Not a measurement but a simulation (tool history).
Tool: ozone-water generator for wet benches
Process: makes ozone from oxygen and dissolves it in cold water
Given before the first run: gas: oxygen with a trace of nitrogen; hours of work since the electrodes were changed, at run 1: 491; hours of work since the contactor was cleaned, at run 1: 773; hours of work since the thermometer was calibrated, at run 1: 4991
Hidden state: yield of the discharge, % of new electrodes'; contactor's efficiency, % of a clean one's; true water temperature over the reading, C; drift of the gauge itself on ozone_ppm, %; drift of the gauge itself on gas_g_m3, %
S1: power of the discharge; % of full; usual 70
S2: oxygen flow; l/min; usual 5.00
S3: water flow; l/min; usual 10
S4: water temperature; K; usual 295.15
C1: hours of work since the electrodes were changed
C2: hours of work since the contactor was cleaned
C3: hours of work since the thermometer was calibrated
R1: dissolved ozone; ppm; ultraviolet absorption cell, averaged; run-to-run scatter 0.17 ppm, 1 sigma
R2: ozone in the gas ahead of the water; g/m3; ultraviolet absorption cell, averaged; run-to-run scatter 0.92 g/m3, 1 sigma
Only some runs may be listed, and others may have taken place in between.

run,day,S1,S2,S3,S4,C1,C2,C3,R1,R2
1,0.000,70,5.00,10,295.15,491,773,4991,21.8,151.4
2,3.262,70,5.00,10,295.15,543,826,5044,21.4,149.9
3,5.604,59,5.00,10,295.15,581,864,5082,18.8,131.9
4,7.671,70,5.00,10,290.15,615,897,5115,23.9,152.4
5,10.521,70,5.00,10,288.15,661,943,5161,24.6,151.2
6,13.571,88,5.00,10,295.15,710,993,5210,26.0,182.4
7,15.867,70,5.00,10,294.15,747,1030,5248,21.8,150.0
8,19.142,73,5.00,10,295.15,800,1083,5300,22.1,155.3
9,23.238,73,5.00,10,295.15,866,1149,5367,22.3,155.1
10,27.317,73,5.00,10,295.15,932,1215,5432,22.2,154.3
11,31.221,73,5.00,10,295.15,995,1278,5496,21.9,154.6
12,33.604,73,5.00,10,295.15,1034,1316,5534,21.8,153.3
13,37.896,73,5.00,10,295.15,1103,1386,5603,22.0,153.2
14,41.283,73,5.00,10,295.15,1158,1440,5658,21.7,154.9
15,44.521,73,5.00,10,295.15,1210,1493,5710,21.7,154.0
# day 44.912: contactor cleaned
# day 47.950: water thermometer calibrated
16,48.333,73,5.00,10,295.15,1269,55,6,22.0,153.5
17,52.062,73,6.43,15,295.15,1329,115,66,16.6,137.3
18,55.050,73,6.43,15,295.15,1377,163,115,16.7,136.8
# day 59.812: contactor cleaned, once more
19,59.925,73,6.43,15,295.15,1453,2,191,17.1,136.8
20,63.400,57,5.00,15,295.15,1509,58,247,14.0,125.7
21,65.658,85,8.01,15,295.15,1546,94,283,18.9,140.0
22,69.567,70,3.45,10,288.15,1609,158,347,24.1,172.6
23,72.154,63,3.29,10,300.15,1651,199,388,18.2,159.5

The next listed run, before its measurement:
24,75.125,63,3.29,10,300.15,1699,247,436,?,?

R1: 17.9 ppm
R2: 162.6 g/m3
The same run, on a tool lacking any hidden state, would have yielded R1 19.0 ppm, R2 172.1 g/m3.
